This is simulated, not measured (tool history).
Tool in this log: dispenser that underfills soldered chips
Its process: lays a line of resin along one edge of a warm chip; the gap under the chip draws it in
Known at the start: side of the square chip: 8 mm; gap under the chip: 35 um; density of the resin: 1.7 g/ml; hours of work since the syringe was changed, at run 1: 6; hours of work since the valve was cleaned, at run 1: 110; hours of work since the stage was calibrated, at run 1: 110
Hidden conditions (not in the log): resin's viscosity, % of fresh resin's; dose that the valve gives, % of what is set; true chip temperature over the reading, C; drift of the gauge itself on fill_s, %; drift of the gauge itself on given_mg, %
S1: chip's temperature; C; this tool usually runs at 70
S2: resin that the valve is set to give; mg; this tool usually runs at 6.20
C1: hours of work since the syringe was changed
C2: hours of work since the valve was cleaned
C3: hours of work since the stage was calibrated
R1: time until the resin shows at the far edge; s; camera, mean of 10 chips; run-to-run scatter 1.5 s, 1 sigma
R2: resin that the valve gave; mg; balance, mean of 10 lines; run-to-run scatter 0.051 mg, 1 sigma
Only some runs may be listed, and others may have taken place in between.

Run 1, hour 0.0: usual settings; C1 6; C2 110; C3 110. Result: R1 201.6 s, R2 5.82 mg.
At hour 6.5: new syringe of resin.
Run 2, hour 6.5: usual settings; C1 0; C2 114; C3 114. Result: R1 140.3 s, R2 5.77 mg.
Run 3, hour 10.7: usual settings; C1 3; C2 117; C3 117. Result: R1 169.9 s, R2 5.74 mg.
Run 4, hour 13.8: usual settings; C1 6; C2 120; C3 120. Result: R1 194.2 s, R2 5.78 mg.
Run 5, hour 16.8: usual settings; C1 8; C2 122; C3 122. Result: R1 220.0 s, R2 5.81 mg.
At hour 18.9: dispensing valve cleaned and set on the balance.
At hour 21.8: new syringe of resin.
Run 6, hour 21.9: usual settings; C1 0; C2 2; C3 125. Result: R1 142.9 s, R2 6.20 mg.
Run 7, hour 27.0: usual settings but S1 57 C, S2 5.81 mg; C1 4; C2 6; C3 129. Result: R1 355.8 s, R2 5.79 mg.
Run 8, hour 31.8: usual settings but S2 5.46 mg; C1 8; C2 10; C3 133. Result: R1 220.4 s, R2 5.42 mg.
At hour 35.7: new syringe of resin.
Run 9, hour 36.6: usual settings but S2 5.46 mg; C1 1; C2 13; C3 136. Result: R1 149.8 s, R2 5.51 mg.
Run 10, hour 40.0: usual settings but S1 68 C, S2 5.99 mg; C1 3; C2 16; C3 139. Result: R1 187.2 s, R2 6.05 mg.
Run 11, hour 46.4: usual settings but S1 83 C, S2 6.16 mg; C1 8; C2 20; C3 143. Result: R1 115.9 s, R2 6.07 mg.

For each entry between runs, how does the tool's hidden state at the last listed run before it compare with that at the first listed run after it?
Run 1 -> run 2: new syringe of resin (hour 6.5)
  resin's viscosity, % of fresh resin's: 138 -> 99.9; dose that the valve gives, % of what is set: 93.43 -> 93.15; true chip temperature over the reading, C: 0.13 -> 0.15
  the result without the hidden state subtracted from the measured one, R1: +55.6 -> +0.1 s; R2: -0.41 -> -0.42 mg
Run 5 -> run 6: dispensing valve cleaned and set on the balance (hour 18.9); new syringe of resin (hour 21.8)
  resin's viscosity, % of fresh resin's: 154 -> 100.4; dose that the valve gives, % of what is set: 92.7 -> 100.18; true chip temperature over the reading, C: 0.17 -> 0.18
  the result without the hidden state subtracted from the measured one, R1: +77.4 -> -0.8 s; R2: -0.45 -> +0.01 mg
Run 8 -> run 9: new syringe of resin (hour 35.7)
  resin's viscosity, % of fresh resin's: 152.2 -> 103.1; dose that the valve gives, % of what is set: 99.75 -> 99.53; true chip temperature over the reading, C: 0.2 -> 0.21
  the result without the hidden state subtracted from the measured one, R1: +74.2 -> +3.1 s; R2: -0.02 -> -0.02 mg
